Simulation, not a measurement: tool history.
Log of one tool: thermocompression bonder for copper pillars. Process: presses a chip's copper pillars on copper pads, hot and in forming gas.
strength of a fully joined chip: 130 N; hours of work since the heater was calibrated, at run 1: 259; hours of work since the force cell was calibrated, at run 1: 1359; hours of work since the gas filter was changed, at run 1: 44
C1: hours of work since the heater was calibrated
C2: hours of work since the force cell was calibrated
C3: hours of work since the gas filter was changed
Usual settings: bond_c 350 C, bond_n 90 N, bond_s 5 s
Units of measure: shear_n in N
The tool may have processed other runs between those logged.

Run 1, hour 0.0: usual settings; C1 259; C2 1359; C3 44. Result: shear_n 51.6 N.
Run 2, hour 34.3: usual settings but bond_n 107 N; C1 278; C2 1378; C3 64. Result: shear_n 58.2 N.
Run 3, hour 67.9: usual settings but bond_n 107 N, bond_s 3 s; C1 298; C2 1398; C3 84. Result: shear_n 47.8 N.
Run 4, hour 109.2: usual settings but bond_n 107 N, bond_s 3 s; C1 322; C2 1422; C3 108. Result: shear_n 47.3 N.
Run 5, hour 136.3: usual settings but bond_n 107 N, bond_s 3 s; C1 338; C2 1437; C3 123. Result: shear_n 47.5 N.
At hour 171.6: forming gas filter changed.
Run 6, hour 179.8: usual settings but bond_c 339 C; C1 362; C2 1462; C3 5. Result: shear_n 47.9 N.
Run 7, hour 231.2: usual settings but bond_c 339 C; C1 392; C2 1492; C3 34. Result: shear_n 46.9 N.
Run 8, hour 260.6: usual settings but bond_c 339 C; C1 409; C2 1509; C3 51. Result: shear_n 46.9 N.
Run 9, hour 310.1: usual settings but bond_c 339 C; C1 438; C2 1538; C3 80. Result: shear_n 47.4 N.
Run 10, hour 364.1: usual settings but bond_c 339 C; C1 469; C2 1569; C3 111. Result: shear_n 46.8 N.
Run 11, hour 407.5: usual settings but bond_c 339 C; C1 494; C2 1594; C3 137. Result: shear_n 46.6 N.
At hour 421.5: forming gas filter changed.
At hour 444.2: force cell calibrated.
Run 12, hour 464.3: usual settings but bond_c 339 C; C1 526; C2 12; C3 24. Result: shear_n 45.9 N.
Run 13, hour 514.5: usual settings but bond_c 339 C; C1 555; C2 41; C3 53. Result: shear_n 45.3 N.
Run 14, hour 559.0: usual settings but bond_c 339 C, bond_n 88 N; C1 581; C2 66; C3 79. Result: shear_n 44.4 N.
Run 15, hour 608.4: usual settings but bond_c 339 C, bond_n 88 N; C1 609; C2 95; C3 107. Result: shear_n 43.6 N.
Run 16, hour 637.8: usual settings but bond_c 339 C, bond_n 88 N; C1 626; C2 112; C3 124. Result: shear_n 43.6 N.
At hour 670.8: forming gas filter changed.
Run 17, hour 672.7: usual settings but bond_n 123 N; C1 646; C2 132; C3 1. Result: shear_n 65.0 N.
Run 18, hour 700.9: usual settings but bond_n 123 N; C1 663; C2 148; C3 17. Result: shear_n 63.7 N.
Run 19, hour 761.4: usual settings but bond_n 123 N; C1 698; C2 183; C3 52. Result: shear_n 63.6 N.
Run 20, hour 808.7: usual settings but bond_c 342 C, bond_n 81 N, bond_s 13 s; C1 725; C2 211; C3 80. Result: shear_n 62.5 N.
Run 21, hour 837.6: usual settings but bond_c 357 C, bond_s 8 s; C1 742; C2 227; C3 97. Result: shear_n 64.1 N.
Run 22, hour 889.4: usual settings but bond_c 368 C, bond_s 12 s; C1 772; C2 257; C3 127. Result: shear_n 77.2 N.
At hour 920.4: forming gas filter changed.
Run 23, hour 942.3: usual settings but bond_c 368 C, bond_s 12 s; C1 802; C2 288; C3 13. Result: shear_n 81.5 N.
Run 24, hour 1002.3: usual settings but bond_c 368 C, bond_s 12 s; C1 837; C2 323; C3 47. Result: shear_n 80.3 N.
Run 25, hour 1040.4: usual settings but bond_n 70 N, bond_s 13 s; C1 859; C2 345; C3 69. Result: shear_n 61.6 N.

For each entry between runs, how does the tool's hidden state at the last listed run before it compare with that at the first listed run after it?
In the gap between runs 5 and 6: forming gas filter changed (hour 171.6)
  true temperature of the bond over the reading, C: 3.6 -> 3.9; force that reaches the chip, % of what is set: 108.2 -> 108.3; oxide that the forming gas leaves, % of the face: 4.68 -> 0.83
  what was measured, less what the result would be without the hidden state, shear_n: +2.3 -> +4.4 N
In the gap between runs 11 and 12: forming gas filter changed (hour 421.5); force cell calibrated (hour 444.2)
  true temperature of the bond over the reading, C: 5.7 -> 6.1; force that reaches the chip, % of what is set: 109.1 -> 100.2; oxide that the forming gas leaves, % of the face: 5.5 -> 1.53
  what was measured, less what the result would be without the hidden state, shear_n: +3.1 -> +2.2 N
In the gap between runs 16 and 17: forming gas filter changed (hour 670.8)
  true temperature of the bond over the reading, C: 7.4 -> 7.7; force that reaches the chip, % of what is set: 100.7 -> 100.8; oxide that the forming gas leaves, % of the face: 5.5 -> 0.64
  what was measured, less what the result would be without the hidden state, shear_n: +1.0 -> +4.1 N
In the gap between runs 22 and 23: forming gas filter changed (hour 920.4)
  true temperature of the bond over the reading, C: 9.2 -> 9.7; force that reaches the chip, % of what is set: 101.5 -> 101.7; oxide that the forming gas leaves, % of the face: 5.25 -> 0.99
  what was measured, less what the result would be without the hidden state, shear_n: +1.5 -> +5.3 N
